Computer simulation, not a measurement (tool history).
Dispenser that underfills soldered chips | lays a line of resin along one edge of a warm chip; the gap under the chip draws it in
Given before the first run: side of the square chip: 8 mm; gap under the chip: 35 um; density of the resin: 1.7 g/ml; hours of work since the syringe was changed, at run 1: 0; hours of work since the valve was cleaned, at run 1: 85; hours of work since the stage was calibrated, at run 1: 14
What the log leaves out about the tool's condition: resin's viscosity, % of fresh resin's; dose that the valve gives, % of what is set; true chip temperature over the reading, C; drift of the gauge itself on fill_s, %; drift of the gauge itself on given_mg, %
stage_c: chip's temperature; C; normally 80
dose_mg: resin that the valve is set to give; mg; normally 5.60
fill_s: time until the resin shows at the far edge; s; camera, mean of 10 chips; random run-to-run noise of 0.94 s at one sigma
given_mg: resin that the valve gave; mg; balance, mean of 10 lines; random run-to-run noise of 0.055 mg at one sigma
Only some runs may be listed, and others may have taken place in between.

| run | day | stage_c | dose_mg | hours of work since the syringe was changed | hours of work since the valve was cleaned | hours of work since the stage was calibrated | fill_s | given_mg |
|---|---|---|---|---|---|---|---|---|
| 1 | 0.000 | 80 | 5.60 | 0 | 85 | 14 | 94.7 | 5.27 |
| 2 | 0.321 | 80 | 6.14 | 5 | 90 | 19 | 139.6 | 5.83 |
|  | 0.383 | new syringe of resin |
| 3 | 0.562 | 80 | 6.14 | 3 | 93 | 23 | 116.5 | 5.79 |
| 4 | 0.746 | 80 | 5.60 | 5 | 96 | 25 | 144.2 | 5.31 |
|  | 0.800 | new syringe of resin |
| 5 | 1.046 | 75 | 5.60 | 4 | 101 | 30 | 141.9 | 5.42 |
|  | 1.204 | new syringe of resin |
| 6 | 1.204 | 75 | 5.60 | 0 | 103 | 32 | 106.8 | 5.39 |
| 7 | 1.446 | 80 | 5.60 | 4 | 106 | 36 | 123.6 | 5.28 |
|  | 1.625 | new syringe of resin |
| 8 | 1.654 | 80 | 5.60 | 0 | 109 | 39 | 94.2 | 5.32 |
| 9 | 1.858 | 79 | 5.60 | 4 | 113 | 42 | 125.9 | 5.27 |
| 10 | 2.012 | 79 | 5.60 | 6 | 115 | 44 | 156.4 | 5.36 |
|  | 2.046 | new syringe of resin |
| 11 | 2.204 | 79 | 5.60 | 2 | 118 | 47 | 114.0 | 5.22 |
| 12 | 2.392 | 91 | 5.60 | 5 | 120 | 50 | 103.0 | 5.24 |
|  | 2.450 | new syringe of resin |
| 13 | 2.629 | 91 | 5.60 | 3 | 124 | 53 | 85.4 | 5.30 |
| 14 | 2.775 | 91 | 5.60 | 5 | 126 | 55 | 101.5 | 5.14 |
|  | 2.879 | new syringe of resin |
| 15 | 3.079 | 82 | 5.60 | 3 | 130 | 60 | 114.9 | 5.28 |
| 16 | 3.212 | 82 | 5.60 | 5 | 132 | 62 | 131.8 | 5.19 |
|  | 3.300 | new syringe of resin |
| 17 | 3.421 | 82 | 5.60 | 2 | 135 | 65 | 102.3 | 5.20 |
|  | 3.554 | dispensing valve cleaned and set on the balance |
|  | 3.754 | new syringe of resin |
| 18 | 3.775 | 82 | 5.60 | 0 | 3 | 69 | 87.8 | 5.63 |
| 19 | 4.096 | 70 | 6.22 | 5 | 8 | 74 | 186.8 | 6.18 |
|  | 4.162 | new syringe of resin |
| 20 | 4.350 | 94 | 4.83 | 3 | 12 | 78 | 80.9 | 4.85 |
| 21 | 4.512 | 94 | 4.83 | 5 | 14 | 80 | 96.3 | 4.85 |

Run 22 comes next. What will it give?
|  | 4.571 | new syringe of resin |
| 22 | 4.792 | 83 | 6.20 | 3 | 18 | 84 | ? | ? |

Run 22 produced fill_s 106.1 s, given_mg 6.13 mg.
On a tool with no hidden condition, and with the same random variation, this run would have come out at fill_s 80.0 s, given_mg 6.17 mg.

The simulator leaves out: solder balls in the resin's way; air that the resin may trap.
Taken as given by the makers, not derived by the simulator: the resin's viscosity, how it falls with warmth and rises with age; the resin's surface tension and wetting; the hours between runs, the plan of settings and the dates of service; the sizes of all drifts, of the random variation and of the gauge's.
